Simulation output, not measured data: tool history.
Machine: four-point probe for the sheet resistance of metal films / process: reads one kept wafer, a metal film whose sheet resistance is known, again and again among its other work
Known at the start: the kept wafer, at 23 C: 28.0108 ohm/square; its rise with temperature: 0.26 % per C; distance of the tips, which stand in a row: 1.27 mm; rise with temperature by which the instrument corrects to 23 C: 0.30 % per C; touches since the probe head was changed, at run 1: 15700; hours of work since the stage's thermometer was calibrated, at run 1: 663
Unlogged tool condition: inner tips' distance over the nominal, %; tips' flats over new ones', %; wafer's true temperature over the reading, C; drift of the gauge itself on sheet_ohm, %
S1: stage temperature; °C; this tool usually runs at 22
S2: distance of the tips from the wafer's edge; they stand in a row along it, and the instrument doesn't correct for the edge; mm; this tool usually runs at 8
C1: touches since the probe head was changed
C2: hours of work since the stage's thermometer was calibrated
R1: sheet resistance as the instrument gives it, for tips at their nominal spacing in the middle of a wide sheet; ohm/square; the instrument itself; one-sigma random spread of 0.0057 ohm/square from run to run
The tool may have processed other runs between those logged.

| run | hour | S1 | S2 | C1 | C2 | R1 |
|---|---|---|---|---|---|---|
| 1 | 0.0 | 22 | 8 | 15700 | 663 | 28.199160 |
| 2 | 56.3 | 23 | 8 | 16926 | 686 | 28.176659 |
| 3 | 114.1 | 23 | 8 | 18184 | 710 | 28.175056 |
| 4 | 159.4 | 22 | 3 | 19171 | 729 | 30.244462 |
| 5 | 204.7 | 34 | 8 | 20156 | 748 | 28.052616 |
| 6 | 261.0 | 34 | 30 | 21382 | 772 | 27.707096 |
| 7 | 338.5 | 34 | 30 | 23070 | 804 | 27.712764 |
| 8 | 381.8 | 20 | 44 | 24011 | 822 | 27.817153 |
| 9 | 456.7 | 20 | 44 | 25642 | 853 | 27.821098 |
| 10 | 495.4 | 23 | 7 | 26486 | 869 | 28.256283 |
| 11 | 557.5 | 22 | 10 | 27838 | 895 | 28.029772 |
| 12 | 645.6 | 25 | 18 | 29756 | 932 | 27.814230 |
| 13 | 687.4 | 22 | 10 | 30664 | 949 | 27.998190 |

Results for each run, recomputed without the tool's hidden state and with each run's random variation untouched:
| run | R1 |
|---|---|
| 1 | 28.399080 |
| 2 | 28.380669 |
| 3 | 28.383310 |
| 4 | 30.470519 |
| 5 | 28.266652 |
| 6 | 27.922660 |
| 7 | 27.934506 |
| 8 | 28.043898 |
| 9 | 28.053816 |
| 10 | 28.495094 |
| 11 | 28.271866 |
| 12 | 28.060959 |
| 13 | 28.249903 |
